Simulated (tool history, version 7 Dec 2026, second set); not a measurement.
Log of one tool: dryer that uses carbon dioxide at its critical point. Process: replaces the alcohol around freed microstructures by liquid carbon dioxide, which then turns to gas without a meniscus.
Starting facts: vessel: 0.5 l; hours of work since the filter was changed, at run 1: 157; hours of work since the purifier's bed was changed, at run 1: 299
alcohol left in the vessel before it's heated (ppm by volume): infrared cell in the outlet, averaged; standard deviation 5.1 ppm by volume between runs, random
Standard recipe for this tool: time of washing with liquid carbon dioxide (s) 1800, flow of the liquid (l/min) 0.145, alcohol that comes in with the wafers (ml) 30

| run | hour | time of washing with liquid carbon dioxide (s) | flow of the liquid (l/min) | alcohol that comes in with the wafers (ml) | hours of work since the filter was changed | hours of work since the purifier's bed was changed | alcohol left in the vessel before it's heated (ppm by volume) |
|---|---|---|---|---|---|---|---|
| 1 | 0.0 | 1800 | 0.145 | 30 | 157 | 299 | 119 |
| 2 | 21.2 | 1800 | 0.145 | 30 | 168 | 310 | 111 |
| 3 | 42.4 | 1800 | 0.145 | 30 | 179 | 321 | 122 |
| 4 | 60.7 | 1800 | 0.145 | 30 | 188 | 330 | 123 |
| 5 | 83.4 | 1800 | 0.145 | 30 | 200 | 342 | 124 |
| 6 | 107.9 | 2700 | 0.145 | 30 | 213 | 354 | 31 |
| 7 | 120.8 | 1800 | 0.142 | 30 | 219 | 361 | 144 |
| 8 | 146.1 | 1800 | 0.142 | 30 | 232 | 374 | 144 |
| 9 | 166.7 | 1800 | 0.120 | 30 | 243 | 384 | 341 |
| 10 | 177.8 | 1800 | 0.120 | 30 | 248 | 390 | 348 |
| 11 | 192.2 | 2520 | 0.207 | 30 | 256 | 397 | 28 |
| 12 | 214.2 | 1140 | 0.141 | 27 | 267 | 409 | 1157 |
| 13 | 237.1 | 1140 | 0.203 | 82 | 279 | 420 | 719 |
| 14 | 258.5 | 1620 | 0.145 | 25 | 290 | 431 | 200 |
| 15 | 274.0 | 1620 | 0.145 | 25 | 298 | 439 | 210 |
| 16 | 294.3 | 1620 | 0.152 | 25 | 308 | 450 | 178 |
| 17 | 310.5 | 1380 | 0.145 | 30 | 316 | 458 | 561 |

Predict each of these 4 candidate next runs independently; none follows another, all start after run 17:
| A | 320.7 | 2820 | 0.103 | 29 | 322 | 463 | ? |
| B | 320.7 | 1620 | 0.214 | 28 | 322 | 463 | ? |
| C | 320.7 | 1380 | 0.145 | 61 | 322 | 463 | ? |
| D | 320.7 | 1920 | 0.216 | 30 | 322 | 463 | ? |

| run | alcohol left in the vessel before it's heated (ppm by volume) |
|---|---|
| A | 84 |
| B | 48 |
| C | 1103 |
| D | 41 |
The same runs, with their run-to-run variation unchanged, on a tool lacking any hidden condition would have given:
| run | alcohol left in the vessel before it's heated (ppm by volume) |
|---|---|
| A | 26 |
| B | 8 |
| C | 654 |
| D | 9 |

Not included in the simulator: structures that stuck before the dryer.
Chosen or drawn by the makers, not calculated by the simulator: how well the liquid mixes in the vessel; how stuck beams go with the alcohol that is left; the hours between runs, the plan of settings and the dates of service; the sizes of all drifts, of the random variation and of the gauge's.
